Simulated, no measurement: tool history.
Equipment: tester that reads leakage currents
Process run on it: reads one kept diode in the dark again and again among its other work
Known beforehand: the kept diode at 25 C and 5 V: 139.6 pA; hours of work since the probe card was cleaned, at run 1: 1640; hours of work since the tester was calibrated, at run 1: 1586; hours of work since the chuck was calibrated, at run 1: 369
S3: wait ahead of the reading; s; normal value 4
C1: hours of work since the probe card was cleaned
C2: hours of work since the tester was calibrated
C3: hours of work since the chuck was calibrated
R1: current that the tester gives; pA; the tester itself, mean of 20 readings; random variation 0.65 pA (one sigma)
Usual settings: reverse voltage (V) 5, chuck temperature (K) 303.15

{"run": 1, "day": 0.0, "reverse voltage (V)": 5, "chuck temperature (K)": 303.15, "S3": 4, "C1": 1640, "C2": 1586, "C3": 369, "R1": 223.78}
{"run": 2, "day": 2.704, "reverse voltage (V)": 6.34, "chuck temperature (K)": 303.15, "S3": 4, "C1": 1670, "C2": 1616, "C3": 399, "R1": 245.51}
{"run": 3, "day": 5.662, "reverse voltage (V)": 5, "chuck temperature (K)": 303.15, "S3": 4, "C1": 1702, "C2": 1648, "C3": 431, "R1": 224.48}
{"run": 4, "day": 7.804, "reverse voltage (V)": 5, "chuck temperature (K)": 303.15, "S3": 4, "C1": 1726, "C2": 1672, "C3": 455, "R1": 223.67}
{"run": 5, "day": 9.483, "reverse voltage (V)": 5, "chuck temperature (K)": 303.15, "S3": 4, "C1": 1745, "C2": 1691, "C3": 474, "R1": 223.74}
{"run": 6, "day": 11.804, "reverse voltage (V)": 10.75, "chuck temperature (K)": 303.15, "S3": 4, "C1": 1770, "C2": 1716, "C3": 499, "R1": 301.91}
{"run": 7, "day": 15.379, "reverse voltage (V)": 10.75, "chuck temperature (K)": 303.15, "S3": 4, "C1": 1810, "C2": 1756, "C3": 539, "R1": 302.35}
{"run": 8, "day": 18.546, "reverse voltage (V)": 5, "chuck temperature (K)": 303.15, "S3": 4, "C1": 1845, "C2": 1791, "C3": 574, "R1": 224.21}
{"run": 9, "day": 20.629, "reverse voltage (V)": 5, "chuck temperature (K)": 303.15, "S3": 4, "C1": 1868, "C2": 1814, "C3": 597, "R1": 224.79}
{"run": 10, "day": 22.125, "reverse voltage (V)": 5, "chuck temperature (K)": 303.15, "S3": 4, "C1": 1885, "C2": 1831, "C3": 614, "R1": 224.97}
{"run": 11, "day": 24.312, "reverse voltage (V)": 5, "chuck temperature (K)": 303.15, "S3": 4, "C1": 1909, "C2": 1855, "C3": 638, "R1": 225.31}
{"run": 12, "day": 27.588, "reverse voltage (V)": 2.57, "chuck temperature (K)": 303.15, "S3": 4, "C1": 1945, "C2": 1891, "C3": 674, "R1": 174.83}
{"run": 13, "day": 30.646, "reverse voltage (V)": 5, "chuck temperature (K)": 297.15, "S3": 4, "C1": 1979, "C2": 1925, "C3": 708, "R1": 137.28}
{"run": 14, "day": 32.204, "reverse voltage (V)": 5, "chuck temperature (K)": 298.15, "S3": 4, "C1": 1996, "C2": 1942, "C3": 725, "R1": 148.79}
{"run": 15, "day": 33.833, "reverse voltage (V)": 1, "chuck temperature (K)": 303.15, "S3": 4, "C1": 2014, "C2": 1960, "C3": 743, "R1": 121.92}
{"run": 16, "day": 36.508, "reverse voltage (V)": 1, "chuck temperature (K)": 303.15, "S3": 4, "C1": 2044, "C2": 1990, "C3": 773, "R1": 121.9}
{"run": 17, "day": 40.0, "reverse voltage (V)": 4.96, "chuck temperature (K)": 303.15, "S3": 4, "C1": 2082, "C2": 2028, "C3": 811, "R1": 226.67}
{"run": 18, "day": 41.958, "reverse voltage (V)": 5, "chuck temperature (K)": 303.15, "S3": 4, "C1": 2104, "C2": 2050, "C3": 833, "R1": 226.58}
{"run": 19, "day": 44.442, "reverse voltage (V)": 5, "chuck temperature (K)": 303.15, "S3": 4, "C1": 2132, "C2": 2078, "C3": 861, "R1": 226.71}
{"run": 20, "day": 48.004, "reverse voltage (V)": 5, "chuck temperature (K)": 303.15, "S3": 4, "C1": 2171, "C2": 2117, "C3": 900, "R1": 225.97}
{"run": 21, "day": 50.821, "reverse voltage (V)": 5, "chuck temperature (K)": 296.15, "S3": 4, "C1": 2202, "C2": 2148, "C3": 931, "R1": 127.27}
{"run": 22, "day": 53.508, "reverse voltage (V)": 5, "chuck temperature (K)": 296.15, "S3": 4, "C1": 2232, "C2": 2178, "C3": 961, "R1": 126.88}

Run 23 has not been measured yet. What should we expect?
{"run": 23, "day": 55.062, "reverse voltage (V)": 5, "chuck temperature (K)": 309.15, "S3": 4, "C1": 2249, "C2": 2195, "C3": 978, "R1": "?"}

{"run 23": {"R1": 372.4}}
Without the tool's hidden state the same run would have given R1 358.52 pA.
